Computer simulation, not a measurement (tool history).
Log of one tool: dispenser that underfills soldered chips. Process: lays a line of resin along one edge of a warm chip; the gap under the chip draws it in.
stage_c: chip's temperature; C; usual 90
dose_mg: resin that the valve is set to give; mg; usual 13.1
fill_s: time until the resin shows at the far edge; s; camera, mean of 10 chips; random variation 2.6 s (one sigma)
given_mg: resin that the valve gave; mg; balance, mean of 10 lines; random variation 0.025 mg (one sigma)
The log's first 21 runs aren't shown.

-- hour=276 new syringe of resin
run 22 hour=284.2 | stage_c=79 dose_mg=15.9 | fill_s=476.4 given_mg=15.85
-- hour=294.6 new syringe of resin
run 23 hour=299 | stage_c=90 dose_mg=16.6 | fill_s=293.3 given_mg=16.43
-- hour=312.4 new syringe of resin
run 24 hour=312.8 | stage_c=90 dose_mg=16.6 | fill_s=228 given_mg=16.41
run 25 hour=328.6 | stage_c=78 dose_mg=12 | fill_s=761.3 given_mg=11.82
-- hour=330.3 new syringe of resin
run 26 hour=338.4 | stage_c=85 dose_mg=16.5 | fill_s=386.9 given_mg=16.23
-- hour=341.8 stage's temperature calibrated
-- hour=349.1 new syringe of resin
run 27 hour=352.5 | stage_c=85 dose_mg=16.5 | fill_s=350.8 given_mg=16.17
-- hour=367.3 new syringe of resin
run 28 hour=367.9 | stage_c=84 dose_mg=16.5 | fill_s=306.4 given_mg=16.14
run 29 hour=380.7 | stage_c=92 dose_mg=15.5 | fill_s=477 given_mg=15.05
-- hour=385 new syringe of resin
run 30 hour=394.2 | stage_c=97 dose_mg=16.5 | fill_s=331.7 given_mg=16.04
-- hour=403.7 new syringe of resin
run 31 hour=411.4 | stage_c=97 dose_mg=16.5 | fill_s=313.5 given_mg=15.94
-- hour=421.6 new syringe of resin
run 32 hour=421.6 | stage_c=97 dose_mg=16.5 | fill_s=208.1 given_mg=15.92
-- hour=435.6 dispensing valve cleaned and set on the balance
run 33 hour=436.5 | stage_c=97 dose_mg=16.5 | fill_s=424.9 given_mg=16.58
-- hour=440.8 new syringe of resin
run 34 hour=444.6 | stage_c=97 dose_mg=16.5 | fill_s=255.2 given_mg=16.53
-- hour=458.7 new syringe of resin
run 35 hour=459 | stage_c=97 dose_mg=16.5 | fill_s=206.7 given_mg=16.51
run 36 hour=475.6 | stage_c=97 dose_mg=16.5 | fill_s=492.7 given_mg=16.41

Forecast each of these 3 alternatives for the next run:
-- hour=477.5 new syringe of resin
run A hour=492.1 | stage_c=78 dose_mg=12.6 | fill_s=? given_mg=?
-- hour=477.5 new syringe of resin
run B hour=492.1 | stage_c=78 dose_mg=13.1 | fill_s=? given_mg=?
-- hour=477.5 new syringe of resin
run C hour=492.1 | stage_c=84 dose_mg=16.5 | fill_s=? given_mg=?

run=A fill_s=765 given_mg=12.49
run=B fill_s=757.1 given_mg=12.96
run=C fill_s=621 given_mg=16.33
Without the tool's hidden state the same runs would have given:
run=A fill_s=366.3 given_mg=12.62
run=B fill_s=362.7 given_mg=13.1
run=C fill_s=297.6 given_mg=16.5

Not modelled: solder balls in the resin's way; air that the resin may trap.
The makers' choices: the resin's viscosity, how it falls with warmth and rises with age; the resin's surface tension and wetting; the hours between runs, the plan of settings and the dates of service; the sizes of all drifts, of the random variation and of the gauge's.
